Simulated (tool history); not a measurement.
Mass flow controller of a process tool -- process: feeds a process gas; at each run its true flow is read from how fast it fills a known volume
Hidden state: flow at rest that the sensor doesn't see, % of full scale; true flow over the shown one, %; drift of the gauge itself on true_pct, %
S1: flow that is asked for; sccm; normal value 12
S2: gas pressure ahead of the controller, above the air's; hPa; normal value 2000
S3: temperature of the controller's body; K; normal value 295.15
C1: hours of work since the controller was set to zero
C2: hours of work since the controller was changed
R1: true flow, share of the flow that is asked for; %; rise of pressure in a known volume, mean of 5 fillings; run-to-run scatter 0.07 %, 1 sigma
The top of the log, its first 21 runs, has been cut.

Run 22, hour 1746.4: usual settings but S1 3 sccm, S2 2320 hPa, S3 294.15 K; C1 3394; C2 3394. Result: R1 100.72 %.
Run 23, hour 1817.3: usual settings but S2 2380 hPa, S3 301.15 K; C1 3441; C2 3441. Result: R1 99.27 %.
Run 24, hour 1920.8: usual settings but S1 8 sccm, S2 1850 hPa, S3 304.15 K; C1 3511; C2 3511. Result: R1 99.06 %.
Run 25, hour 2028.6: usual settings but S1 14 sccm, S2 1630 hPa, S3 302.15 K; C1 3583; C2 3583. Result: R1 99.99 %.
Run 26, hour 2076.8: usual settings but S1 14 sccm, S2 1690 hPa, S3 306.15 K; C1 3615; C2 3615. Result: R1 99.56 %.
Run 27, hour 2172.1: usual settings but S2 2760 hPa, S3 293.15 K; C1 3679; C2 3679. Result: R1 99.96 %.
Run 28, hour 2235.8: usual settings but S2 2760 hPa, S3 293.15 K; C1 3722; C2 3722. Result: R1 99.86 %.
Run 29, hour 2315.3: usual settings but S2 2760 hPa, S3 293.15 K; C1 3775; C2 3775. Result: R1 99.99 %.
Run 30, hour 2412.8: usual settings but S1 2 sccm, S2 2410 hPa, S3 297.15 K; C1 3840; C2 3840. Result: R1 102.38 %.
Run 31, hour 2461.3: usual settings but S1 2 sccm, S2 2410 hPa, S3 297.15 K; C1 3872; C2 3872. Result: R1 102.37 %.
Run 32, hour 2531.6: usual settings but S1 2 sccm, S2 2410 hPa, S3 297.15 K; C1 3920; C2 3920. Result: R1 102.48 %.
Run 33, hour 2616.0: usual settings but S1 2 sccm, S2 2410 hPa, S3 297.15 K; C1 3976; C2 3976. Result: R1 102.47 %.
Run 34, hour 2731.8: usual settings but S1 2 sccm, S2 2410 hPa, S3 297.15 K; C1 4054; C2 4054. Result: R1 102.64 %.
Run 35, hour 2784.1: usual settings but S1 2 sccm, S2 2410 hPa, S3 297.15 K; C1 4089; C2 4089. Result: R1 102.79 %.
Run 36, hour 2879.2: usual settings but S1 10 sccm, S2 2740 hPa, S3 313.15 K; C1 4152; C2 4152. Result: R1 97.87 %.
Run 37, hour 2952.0: usual settings but S1 16 sccm, S2 2500 hPa, S3 313.15 K; C1 4201; C2 4201. Result: R1 98.68 %.

Below are 4 alternative next runs, each starting from the tool's condition after run 37. Predict each:
Run A, hour 3052.4: usual settings but S1 3 sccm, S2 1750 hPa, S3 300.15 K; C1 4268; C2 4268. Result: R1 ?.
Run B, hour 3052.4: usual settings but S1 11 sccm, S2 1420 hPa, S3 313.15 K; C1 4268; C2 4268. Result: R1 ?.
Run C, hour 3052.4: usual settings but S2 1840 hPa; C1 4268; C2 4268. Result: R1 ?.
Run D, hour 3052.4: usual settings but S3 302.15 K; C1 4268; C2 4268. Result: R1 ?.

run      R1
  A  101.40
  B   98.85
  C  100.54
  D   99.68
The same runs, with their run-to-run variation unchanged, on a tool lacking any hidden condition would have given:
run     R1
  A  97.14
  B  97.24
  C  99.02
  D  98.15
